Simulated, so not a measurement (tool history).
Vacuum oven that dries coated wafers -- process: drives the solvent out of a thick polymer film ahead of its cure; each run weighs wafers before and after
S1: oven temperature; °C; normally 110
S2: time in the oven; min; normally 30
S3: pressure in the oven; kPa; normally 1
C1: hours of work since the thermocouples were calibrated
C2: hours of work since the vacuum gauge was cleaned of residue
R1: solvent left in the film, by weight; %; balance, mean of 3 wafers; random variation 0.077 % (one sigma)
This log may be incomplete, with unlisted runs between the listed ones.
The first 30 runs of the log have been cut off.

| run | hour | S1 | S2 | S3 | C1 | C2 | R1 |
|---|---|---|---|---|---|---|---|
| 31 | 1229.8 | 121 | 39 | 0.94 | 75 | 1290 | 1.68 |
|  | 1234.8 | vacuum gauge cleaned of residue and calibrated |
| 32 | 1269.8 | 96 | 18 | 1.93 | 103 | 25 | 14.62 |
| 33 | 1300.1 | 120 | 18 | 1.93 | 125 | 48 | 6.36 |
| 34 | 1331.2 | 120 | 18 | 1.93 | 147 | 70 | 6.48 |
| 35 | 1357.7 | 120 | 18 | 1.93 | 167 | 89 | 6.53 |
| 36 | 1380.8 | 97 | 30 | 0.75 | 184 | 106 | 10.66 |
| 37 | 1409.4 | 97 | 30 | 1.11 | 204 | 127 | 11.05 |
| 38 | 1436.9 | 110 | 30 | 2.75 | 224 | 147 | 7.25 |
| 39 | 1474.8 | 110 | 30 | 2.75 | 252 | 175 | 7.16 |
|  | 1490.5 | vacuum gauge cleaned of residue and calibrated, once more |
| 40 | 1519.3 | 112 | 40 | 1.22 | 283 | 21 | 3.69 |
| 41 | 1566 | 112 | 40 | 1.22 | 317 | 55 | 3.74 |
| 42 | 1614 | 110 | 21 | 1 | 352 | 90 | 8.39 |
| 43 | 1669.3 | 110 | 43 | 1.81 | 393 | 130 | 4.36 |
| 44 | 1710.6 | 123 | 43 | 1.81 | 423 | 160 | 1.55 |
| 45 | 1764.5 | 102 | 45 | 2.08 | 462 | 199 | 7.17 |
| 46 | 1815.8 | 110 | 40 | 2.94 | 499 | 237 | 5.63 |
| 47 | 1872.4 | 120 | 49 | 3.48 | 540 | 278 | 2.59 |

3 ways to go on from here, each from the tool as it stands after run 47. What would each give?
| A | 1902.9 | 108 | 30 | 1 | 563 | 300 | ? |
| B | 1902.9 | 103 | 16 | 0.92 | 563 | 300 | ? |
| C | 1902.9 | 120 | 49 | 0.59 | 563 | 300 | ? |

| run | R1 |
|---|---|
| A | 6.84 |
| B | 12.66 |
| C | 1.09 |
Stripped of hidden state, with their random variation kept, the same runs would have yielded:
| run | R1 |
|---|---|
| A | 6.51 |
| B | 12.38 |
| C | 0.98 |
